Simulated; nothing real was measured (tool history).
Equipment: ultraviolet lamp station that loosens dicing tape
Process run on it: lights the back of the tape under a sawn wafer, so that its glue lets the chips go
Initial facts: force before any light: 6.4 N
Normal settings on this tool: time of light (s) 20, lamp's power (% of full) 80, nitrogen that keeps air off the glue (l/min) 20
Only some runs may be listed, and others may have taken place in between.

run   hour  time of light (s)  lamp's power (% of full)  nitrogen that keeps air off the glue (l/min)  force that peels the tape off (N)  light that reached the tape (J/m2)
  1      0                 20                        80                                            20                              0.632                                2280
  2   10.8                 20                        80                                            16                              0.695                                2260
  3   20.8                 20                        99                                            20                              0.406                                2800
  4   28.5                 20                        80                                            12                              0.802                                2250
  5   38.4                 20                        80                                            12                              0.816                                2280
  6   46.3                 20                        80                                            12                              0.844                                2250
  7   57.5                 20                        80                                            30                              0.533                                2240
  8   62.7                 20                        80                                            30                              0.536                                2250
  9   69.5                 20                        80                                            30                              0.538                                2220
 10   76.4                 20                        80                                            30                              0.531                                2250
 11   81.7                 20                        80                                            30                              0.525                                2210
 12   88.1                 20                        80                                            30                              0.531                                2200
 13   94.7                 20                        80                                            30                              0.539                                2240
 14  103.1                 35                        80                                            20                              0.208                                3830
 15  114.2                 35                        80                                            20                              0.195                                3900
 16  121.1                 12                        80                                            22                              1.523                                1320
 17  130.6                 17                        93                                            23                              0.637                                2170
 18  141.5                 14                        80                                            20                              1.229                                1520
 19  151.7                 20                        74                                            26                              0.701                                1990
 20    163                 10                        81                                            14                              2.209                                1080
 21  172.8                 10                        81                                            14                              2.214                                1120

Some steps in force that peels the tape off (N), run to run, broken into two amounts with sign: the step expected even without the hidden condition (settings, incoming material, random variation), and the rest, left for the hidden condition together with whatever gauge scatter is not in both the measured and the hidden-condition-free result:
The tool's hidden condition here consists of: lamp's light, % of a new lamp's; light that the window lets through, % of a clean one's; drift of the gauge itself on peel_n, %; drift of the gauge itself on dose_mj_cm2, %.
Run 15 -> 16: time of light (s) 35 -> 12, nitrogen that keeps air off the glue (l/min) 20 -> 22. force that peels the tape off (N) +1.328: hidden state +0.163, all else +1.165.
Run 19 -> 20: time of light (s) 20 -> 10, lamp's power (% of full) 74 -> 81, nitrogen that keeps air off the glue (l/min) 26 -> 14. force that peels the tape off (N) +1.508: hidden state +0.113, all else +1.395.

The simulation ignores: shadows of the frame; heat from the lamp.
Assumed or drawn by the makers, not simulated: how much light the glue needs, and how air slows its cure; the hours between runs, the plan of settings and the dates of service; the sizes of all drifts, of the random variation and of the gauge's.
